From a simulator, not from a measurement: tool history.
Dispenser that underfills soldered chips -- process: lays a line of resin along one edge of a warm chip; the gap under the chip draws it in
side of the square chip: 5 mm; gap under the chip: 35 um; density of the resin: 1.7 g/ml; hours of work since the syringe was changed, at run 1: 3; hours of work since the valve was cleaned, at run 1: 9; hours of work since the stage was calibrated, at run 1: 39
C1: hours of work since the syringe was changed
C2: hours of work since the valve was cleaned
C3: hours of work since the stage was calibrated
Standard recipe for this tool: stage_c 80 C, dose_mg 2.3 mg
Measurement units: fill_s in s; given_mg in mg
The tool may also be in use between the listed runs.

{"run": 1, "day": 0.0, "stage_c": 80, "dose_mg": 2.3, "C1": 3, "C2": 9, "C3": 39, "fill_s": 36.7, "given_mg": 2.28}
{"run": 2, "day": 0.133, "stage_c": 80, "dose_mg": 2.3, "C1": 5, "C2": 11, "C3": 41, "fill_s": 44.8, "given_mg": 2.27}
{"day": 0.192, "done": "new syringe of resin"}
{"run": 3, "day": 0.358, "stage_c": 87, "dose_mg": 2.3, "C1": 3, "C2": 15, "C3": 45, "fill_s": 28.9, "given_mg": 2.27}
{"run": 4, "day": 0.5, "stage_c": 80, "dose_mg": 2.95, "C1": 5, "C2": 17, "C3": 47, "fill_s": 42.3, "given_mg": 2.88}
{"day": 0.579, "done": "new syringe of resin"}
{"run": 5, "day": 0.658, "stage_c": 80, "dose_mg": 2.95, "C1": 1, "C2": 20, "C3": 50, "fill_s": 30.9, "given_mg": 2.89}
{"run": 6, "day": 0.838, "stage_c": 75, "dose_mg": 2.3, "C1": 4, "C2": 23, "C3": 53, "fill_s": 47.1, "given_mg": 2.22}
{"day": 0.95, "done": "new syringe of resin"}
{"run": 7, "day": 0.996, "stage_c": 75, "dose_mg": 2.3, "C1": 1, "C2": 25, "C3": 55, "fill_s": 32.8, "given_mg": 2.27}
{"run": 8, "day": 1.108, "stage_c": 75, "dose_mg": 2.3, "C1": 3, "C2": 27, "C3": 57, "fill_s": 39.6, "given_mg": 2.23}
{"day": 1.329, "done": "new syringe of resin"}
{"run": 9, "day": 1.379, "stage_c": 75, "dose_mg": 2.76, "C1": 1, "C2": 32, "C3": 62, "fill_s": 33, "given_mg": 2.66}
{"run": 10, "day": 1.592, "stage_c": 75, "dose_mg": 2.76, "C1": 4, "C2": 35, "C3": 65, "fill_s": 45.6, "given_mg": 2.67}
{"day": 1.704, "done": "new syringe of resin"}
{"run": 11, "day": 1.788, "stage_c": 75, "dose_mg": 2.76, "C1": 1, "C2": 38, "C3": 68, "fill_s": 35.4, "given_mg": 2.65}
{"run": 12, "day": 1.908, "stage_c": 75, "dose_mg": 2.76, "C1": 4, "C2": 40, "C3": 70, "fill_s": 42.1, "given_mg": 2.64}
{"day": 2.088, "done": "dispensing valve cleaned and set on the balance"}
{"day": 2.112, "done": "new syringe of resin"}
{"run": 13, "day": 2.217, "stage_c": 75, "dose_mg": 2.76, "C1": 2, "C2": 2, "C3": 75, "fill_s": 36.1, "given_mg": 2.75}
{"run": 14, "day": 2.388, "stage_c": 75, "dose_mg": 2.76, "C1": 5, "C2": 5, "C3": 78, "fill_s": 45, "given_mg": 2.75}
{"day": 2.483, "done": "new syringe of resin"}
{"run": 15, "day": 2.65, "stage_c": 80, "dose_mg": 2.61, "C1": 3, "C2": 9, "C3": 82, "fill_s": 34.4, "given_mg": 2.57}
{"day": 2.854, "done": "new syringe of resin"}
{"run": 16, "day": 2.892, "stage_c": 80, "dose_mg": 2.61, "C1": 1, "C2": 13, "C3": 86, "fill_s": 28.1, "given_mg": 2.57}
{"run": 17, "day": 3.0, "stage_c": 80, "dose_mg": 2.61, "C1": 2, "C2": 15, "C3": 87, "fill_s": 32.6, "given_mg": 2.58}
{"run": 18, "day": 3.204, "stage_c": 80, "dose_mg": 2.61, "C1": 6, "C2": 18, "C3": 91, "fill_s": 45, "given_mg": 2.55}
{"day": 3.233, "done": "new syringe of resin"}
{"run": 19, "day": 3.325, "stage_c": 80, "dose_mg": 2.61, "C1": 2, "C2": 20, "C3": 93, "fill_s": 32.1, "given_mg": 2.53}
{"run": 20, "day": 3.542, "stage_c": 80, "dose_mg": 2.61, "C1": 5, "C2": 24, "C3": 96, "fill_s": 43.2, "given_mg": 2.53}
{"day": 3.608, "done": "new syringe of resin"}
{"run": 21, "day": 3.762, "stage_c": 69, "dose_mg": 2.79, "C1": 3, "C2": 27, "C3": 100, "fill_s": 46.3, "given_mg": 2.68}
{"run": 22, "day": 3.958, "stage_c": 88, "dose_mg": 2.69, "C1": 6, "C2": 31, "C3": 103, "fill_s": 35.8, "given_mg": 2.61}
{"day": 3.988, "done": "new syringe of resin"}
{"run": 23, "day": 4.138, "stage_c": 71, "dose_mg": 2.12, "C1": 3, "C2": 33, "C3": 106, "fill_s": 44, "given_mg": 2.05}
{"run": 24, "day": 4.304, "stage_c": 69, "dose_mg": 2.76, "C1": 5, "C2": 36, "C3": 109, "fill_s": 58.4, "given_mg": 2.65}
{"day": 4.358, "done": "new syringe of resin"}
{"run": 25, "day": 4.483, "stage_c": 69, "dose_mg": 2.76, "C1": 2, "C2": 39, "C3": 112, "fill_s": 43.7, "given_mg": 2.65}
{"run": 26, "day": 4.683, "stage_c": 79, "dose_mg": 2.33, "C1": 6, "C2": 42, "C3": 115, "fill_s": 46, "given_mg": 2.24}
{"day": 4.746, "done": "dispensing valve cleaned and set on the balance"}
{"day": 4.771, "done": "new syringe of resin"}
{"run": 27, "day": 4.85, "stage_c": 74, "dose_mg": 2.22, "C1": 1, "C2": 2, "C3": 117, "fill_s": 37.3, "given_mg": 2.2}
{"run": 28, "day": 5.088, "stage_c": 74, "dose_mg": 2.22, "C1": 5, "C2": 6, "C3": 121, "fill_s": 52.1, "given_mg": 2.21}
{"day": 5.15, "done": "new syringe of resin"}
{"run": 29, "day": 5.304, "stage_c": 74, "dose_mg": 2.22, "C1": 3, "C2": 9, "C3": 124, "fill_s": 40.7, "given_mg": 2.2}
{"run": 30, "day": 5.471, "stage_c": 83, "dose_mg": 2.04, "C1": 5, "C2": 12, "C3": 127, "fill_s": 41.3, "given_mg": 2.03}
{"day": 5.533, "done": "new syringe of resin"}
{"run": 31, "day": 5.738, "stage_c": 83, "dose_mg": 2.04, "C1": 3, "C2": 16, "C3": 131, "fill_s": 33.9, "given_mg": 1.99}
{"day": 5.912, "done": "new syringe of resin"}
{"run": 32, "day": 5.929, "stage_c": 83, "dose_mg": 2.04, "C1": 0, "C2": 19, "C3": 134, "fill_s": 26.1, "given_mg": 2}

What if the next run were any one of these 5? Each begins from the tool's condition after run 32:
{"run": "A", "day": 6.162, "stage_c": 72, "dose_mg": 2.96, "C1": 4, "C2": 23, "C3": 138, "fill_s": "?", "given_mg": "?"}
{"run": "B", "day": 6.162, "stage_c": 90, "dose_mg": 2.47, "C1": 4, "C2": 23, "C3": 138, "fill_s": "?", "given_mg": "?"}
{"run": "C", "day": 6.162, "stage_c": 85, "dose_mg": 2.04, "C1": 4, "C2": 23, "C3": 138, "fill_s": "?", "given_mg": "?"}
{"run": "D", "day": 6.162, "stage_c": 95, "dose_mg": 2.04, "C1": 4, "C2": 23, "C3": 138, "fill_s": "?", "given_mg": "?"}
{"run": "E", "day": 6.162, "stage_c": 73, "dose_mg": 2.57, "C1": 4, "C2": 23, "C3": 138, "fill_s": "?", "given_mg": "?"}

run=A fill_s=48.1 given_mg=2.87
run=B fill_s=30.3 given_mg=2.41
run=C fill_s=35.6 given_mg=2.01
run=D fill_s=27.3 given_mg=1.99
run=E fill_s=48.4 given_mg=2.52
The same runs, with their run-to-run variation unchanged, on a tool lacking any hidden condition would have given:
run=A fill_s=34.2 given_mg=2.94
run=B fill_s=21.5 given_mg=2.48
run=C fill_s=25.2 given_mg=2.06
run=D fill_s=19.4 given_mg=2.04
run=E fill_s=34.3 given_mg=2.58
